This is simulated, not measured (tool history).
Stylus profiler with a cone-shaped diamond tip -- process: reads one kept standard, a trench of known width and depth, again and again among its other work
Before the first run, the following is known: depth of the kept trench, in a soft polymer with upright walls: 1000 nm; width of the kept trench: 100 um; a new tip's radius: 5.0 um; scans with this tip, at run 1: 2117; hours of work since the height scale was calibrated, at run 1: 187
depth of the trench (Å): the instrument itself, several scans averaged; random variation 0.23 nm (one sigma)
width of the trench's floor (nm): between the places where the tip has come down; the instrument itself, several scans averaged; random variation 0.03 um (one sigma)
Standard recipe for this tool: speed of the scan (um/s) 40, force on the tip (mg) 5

run	hour	speed of the scan (um/s)	force on the tip (mg)	scans with this tip	hours of work since the height scale was calibrated	depth of the trench (Å)	width of the trench's floor (nm)
1	0	40	5	2117	187	10220.3	93180
2	31.3	40	5	2361	209	10222	93140
3	88	40	5	2804	248	10215.5	92980
4	140.7	40	5	3216	284	10216.9	92880
5	195.1	40	13.6	3641	322	10433.1	92820
6	248.4	29	5	4057	359	10213.4	92700
7	294.5	29	5	4417	391	10214.9	92620
8	324.9	29	5	4655	412	10217.5	92530
9	355.6	29	5	4895	433	10214.4	92470
10	390.4	29	5	5166	457	10215.7	92380
11	432.2	131	5	5493	486	10211	91890
12	458.5	131	5	5698	504	10211.5	91810
13	485.2	131	5	5907	522	10208.9	91720
14	514.1	131	5	6133	542	10207.8	91710
15	540.5	40	11.65	6339	561	10388.4	92030
16	599.3	40	10.42	6799	601	10352.6	91920
17	660.3	40	5	7275	643	10209.9	91770
18	712.5	40	5	7683	680	10206.2	91680
19	750.5	40	4.03	7979	706	10176.6	91560
20	781.3	40	4.03	8220	727	10174.4	91450
21	836.5	40	4.03	8651	765	10171.1	91370
22	879	40	4.03	8983	795	10172.4	91340
# hour 931.2: new tip fitted, height scale calibrated
23	937	40	4.03	46	4	10193.8	93920
24	995.8	40	4.03	505	45	10200.9	93790
25	1032.8	40	4.03	794	70	10199.7	93700
26	1077.5	21	5.07	1143	101	10227	93680
27	1132.6	11	2.32	1574	139	10134.8	93570
28	1189.4	129	2.82	2017	178	10154.5	92850
29	1229.2	23	9.38	2329	206	10344.8	93250
30	1263.9	103	1.91	2599	230	10113.7	92670
31	1316.5	103	1.91	3010	266	10113.7	92520
32	1377.6	47	6.83	3488	308	10270.5	92900
33	1424.2	18	5	3852	341	10217.1	92860
34	1454.5	18	5	4088	362	10222.5	92770
35	1508.5	61	8.86	4510	399	10326.1	92550
36	1562.3	61	8.86	4930	436	10323.9	92440
37	1596	61	8.86	5193	459	10324.3	92360
38	1644.4	12	5.57	5572	493	10230.7	92400
39	1693.1	12	5.57	5952	527	10236.5	92310
40	1725.6	33	12.96	6206	549	10419.7	92140
41	1756.9	72	10.92	6451	571	10366.7	92020
42	1790	20	4.85	6709	593	10208.6	92090
43	1821.3	20	4.85	6954	615	10208.2	92010
44	1859.9	108	4.76	7256	642	10207.5	91560
45	1896.9	13	5.42	7544	667	10226.4	91870
46	1937.4	13	5.42	7861	695	10224.9	91830
47	1988.9	82	1.73	8263	731	10093.5	91250

Some steps in depth of the trench (Å) between neighbouring runs. How much of each would the tool show without its hidden state too (settings, what came in, random variation), and how much is left for the hidden state, with any gauge scatter that isn't in both results?
What the log doesn't record here: radius of the tip, um; height scale over the true one, %; drift of the gauge itself on depth_nm, %; drift of the gauge itself on floor_um, %.
Run 4 -> 5: force on the tip (mg) 5 -> 13.6. depth of the trench (Å) +216.2: hidden state -1.3, all else +217.5.
Run 5 -> 6: speed of the scan (um/s) 40 -> 29, force on the tip (mg) 13.6 -> 5. depth of the trench (Å) -219.7: hidden state -0.7, all else -219.
Run 22 -> 23: new tip fitted, height scale calibrated. depth of the trench (Å) +21.4: hidden state +25.3, all else -3.9.
Run 29 -> 30: speed of the scan (um/s) 23 -> 103, force on the tip (mg) 9.38 -> 1.91. depth of the trench (Å) -231.1: hidden state -0.4, all else -230.7.
Run 31 -> 32: speed of the scan (um/s) 103 -> 47, force on the tip (mg) 1.91 -> 6.83. depth of the trench (Å) +156.8: hidden state -1.3, all else +158.1.

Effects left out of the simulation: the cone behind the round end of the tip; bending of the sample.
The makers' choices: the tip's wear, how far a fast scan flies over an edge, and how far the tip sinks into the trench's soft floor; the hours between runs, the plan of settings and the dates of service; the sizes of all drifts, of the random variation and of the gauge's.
